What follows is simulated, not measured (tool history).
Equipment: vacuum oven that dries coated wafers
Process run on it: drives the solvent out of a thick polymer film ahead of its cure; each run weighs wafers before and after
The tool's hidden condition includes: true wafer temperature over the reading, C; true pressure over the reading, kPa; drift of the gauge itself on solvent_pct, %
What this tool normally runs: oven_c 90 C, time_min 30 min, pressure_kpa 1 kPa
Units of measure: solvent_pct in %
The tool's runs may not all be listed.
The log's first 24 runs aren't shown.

| run | hour | oven_c | time_min | pressure_kpa | hours of work since the thermocouples were calibrated | hours of work since the vacuum gauge was cleaned of residue | solvent_pct |
|---|---|---|---|---|---|---|---|
| 25 | 282.8 | 94 | 31 | 2.02 | 548 | 766 | 3.2 |
| 26 | 291.7 | 94 | 31 | 2.02 | 555 | 773 | 3.24 |
| 27 | 303.7 | 94 | 31 | 2.43 | 564 | 782 | 3.44 |
| 28 | 321.3 | 97 | 30 | 2.35 | 577 | 795 | 2.79 |
| 29 | 337.9 | 87 | 42 | 1.96 | 589 | 807 | 3.96 |
| 30 | 356.5 | 85 | 30 | 1 | 603 | 821 | 5.83 |
| 31 | 374.1 | 85 | 30 | 1 | 616 | 834 | 5.83 |
| 32 | 391.2 | 85 | 30 | 1 | 629 | 846 | 5.85 |
| 33 | 409.6 | 81 | 18 | 1 | 642 | 860 | 9.99 |
| 34 | 418.8 | 79 | 40 | 3.2 | 649 | 867 | 7.9 |
| 35 | 434.1 | 76 | 36 | 1.08 | 660 | 878 | 8.17 |
| 36 | 444 | 76 | 36 | 1.08 | 668 | 886 | 8.15 |
| 37 | 455 | 91 | 20 | 0.86 | 676 | 894 | 5.97 |
| 38 | 471.3 | 90 | 30 | 0.65 | 688 | 906 | 3.96 |

Each row is a separate what-if for the run after 38, all from the same tool condition, not one after another. Results?
| A | 485.2 | 87 | 30 | 2.24 | 698 | 916 | ? |
| B | 485.2 | 90 | 30 | 0.81 | 698 | 916 | ? |
| C | 485.2 | 90 | 35 | 2.21 | 698 | 916 | ? |
| D | 485.2 | 90 | 30 | 1.35 | 698 | 916 | ? |

| run | solvent_pct |
|---|---|
| A | 5.8 |
| B | 4.08 |
| C | 4.02 |
| D | 4.3 |
Stripped of hidden state, with their random variation kept, the same runs would have yielded:
| run | solvent_pct |
|---|---|
| A | 5.36 |
| B | 3.69 |
| C | 3.65 |
| D | 3.91 |
